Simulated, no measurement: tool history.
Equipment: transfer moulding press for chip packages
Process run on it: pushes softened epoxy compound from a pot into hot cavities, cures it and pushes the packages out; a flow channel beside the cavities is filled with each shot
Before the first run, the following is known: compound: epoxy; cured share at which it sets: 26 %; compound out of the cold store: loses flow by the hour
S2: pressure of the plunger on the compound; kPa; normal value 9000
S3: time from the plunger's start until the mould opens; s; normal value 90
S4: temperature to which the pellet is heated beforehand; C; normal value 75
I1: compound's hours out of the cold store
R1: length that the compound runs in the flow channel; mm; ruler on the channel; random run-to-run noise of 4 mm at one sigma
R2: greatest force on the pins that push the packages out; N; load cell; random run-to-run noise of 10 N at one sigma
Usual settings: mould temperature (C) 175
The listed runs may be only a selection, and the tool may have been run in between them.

{"run": 1, "hour": 0.0, "mould temperature (C)": 175, "S2": 9000, "S3": 90, "S4": 75, "I1": 11.6, "R1": 984, "R2": 693}
{"run": 2, "hour": 23.7, "mould temperature (C)": 175, "S2": 9000, "S3": 90, "S4": 70, "I1": 29.7, "R1": 844, "R2": 607}
{"run": 3, "hour": 44.9, "mould temperature (C)": 175, "S2": 9000, "S3": 90, "S4": 70, "I1": 31.7, "R1": 829, "R2": 501}
{"run": 4, "hour": 71.7, "mould temperature (C)": 175, "S2": 9000, "S3": 90, "S4": 70, "I1": 27.7, "R1": 849, "R2": 709}
{"run": 5, "hour": 96.1, "mould temperature (C)": 175, "S2": 9000, "S3": 90, "S4": 70, "I1": 28.3, "R1": 849, "R2": 671}
{"run": 6, "hour": 126.0, "mould temperature (C)": 175, "S2": 9000, "S3": 90, "S4": 70, "I1": 30.9, "R1": 825, "R2": 674}
{"run": 7, "hour": 145.0, "mould temperature (C)": 175, "S2": 9000, "S3": 90, "S4": 70, "I1": 20.5, "R1": 887, "R2": 563}
{"run": 8, "hour": 164.6, "mould temperature (C)": 175, "S2": 9000, "S3": 90, "S4": 70, "I1": 35.8, "R1": 791, "R2": 674}
{"run": 9, "hour": 199.4, "mould temperature (C)": 169, "S2": 8030, "S3": 88, "S4": 77, "I1": 27.6, "R1": 804, "R2": 1083}
{"run": 10, "hour": 233.5, "mould temperature (C)": 175, "S2": 8530, "S3": 80, "S4": 77, "I1": 34.7, "R1": 774, "R2": 883}
{"run": 11, "hour": 269.4, "mould temperature (C)": 175, "S2": 7200, "S3": 119, "S4": 73, "I1": 23.7, "R1": 762, "R2": 323}

The log once held 9 entries between its listed runs, left out of this copy. Where does each go, and what is different about the tool's unlogged condition between the listed run before it and the listed run after it?
Logged between run 1 and run 2: cavities cleaned with cleaning compound and waxed (hour 11.7)
  true mould temperature over the reading, C: -0.29 -> -0.31; pressure that reaches the compound, % of what is set: 99.73 -> 99.14; grip of the stained cavities, % over clean ones': 34.7 -> 22.2
  measured minus no-state result, R1: +0 -> -3 mm; R2: +189 -> +119 N
Logged between run 2 and run 3: cavities cleaned with cleaning compound and waxed (hour 43.0)
  true mould temperature over the reading, C: -0.31 -> -0.34; pressure that reaches the compound, % of what is set: 99.14 -> 98.62; grip of the stained cavities, % over clean ones': 22.2 -> 3.8
  measured minus no-state result, R1: -3 -> -5 mm; R2: +119 -> +29 N
Logged between run 4 and run 5: cavities cleaned with cleaning compound and waxed (hour 75.0)
  true mould temperature over the reading, C: -0.36 -> -0.39; pressure that reaches the compound, % of what is set: 97.89 -> 97.22; grip of the stained cavities, % over clean ones': 43.5 -> 35.6
  measured minus no-state result, R1: -9 -> -11 mm; R2: +227 -> +191 N
Logged between run 5 and run 6: cavities cleaned with cleaning compound and waxed (hour 106.2)
  true mould temperature over the reading, C: -0.39 -> -0.41; pressure that reaches the compound, % of what is set: 97.22 -> 96.49; grip of the stained cavities, % over clean ones': 35.6 -> 32.7
  measured minus no-state result, R1: -11 -> -14 mm; R2: +191 -> +178 N
Logged between run 6 and run 7: cavities cleaned with cleaning compound and waxed (hour 139.2)
  true mould temperature over the reading, C: -0.41 -> -0.43; pressure that reaches the compound, % of what is set: 96.49 -> 96.05; grip of the stained cavities, % over clean ones': 32.7 -> 12.3
  measured minus no-state result, R1: -14 -> -17 mm; R2: +178 -> +77 N
Logged between run 8 and run 9: cavities cleaned with cleaning compound and waxed (hour 170.2)
  true mould temperature over the reading, C: -0.45 -> -0.48; pressure that reaches the compound, % of what is set: 95.5 -> 94.63; grip of the stained cavities, % over clean ones': 40.5 -> 42.1
  measured minus no-state result, R1: -18 -> -21 mm; R2: +207 -> +345 N
Logged between run 9 and run 10: cavities cleaned with cleaning compound and waxed (hour 204.2)
  true mould temperature over the reading, C: -0.48 -> -0.52; pressure that reaches the compound, % of what is set: 94.63 -> 93.78; grip of the stained cavities, % over clean ones': 42.1 -> 43.6
  measured minus no-state result, R1: -21 -> -24 mm; R2: +345 -> +291 N
Logged between run 10 and run 11: cavities cleaned with cleaning compound and waxed (hour 236.8); cavities cleaned with cleaning compound and waxed (hour 269.4)
  true mould temperature over the reading, C: -0.52 -> -0.55; pressure that reaches the compound, % of what is set: 93.78 -> 92.98; grip of the stained cavities, % over clean ones': 43.6 -> 0.6
  measured minus no-state result, R1: -24 -> -27 mm; R2: +291 -> +6 N
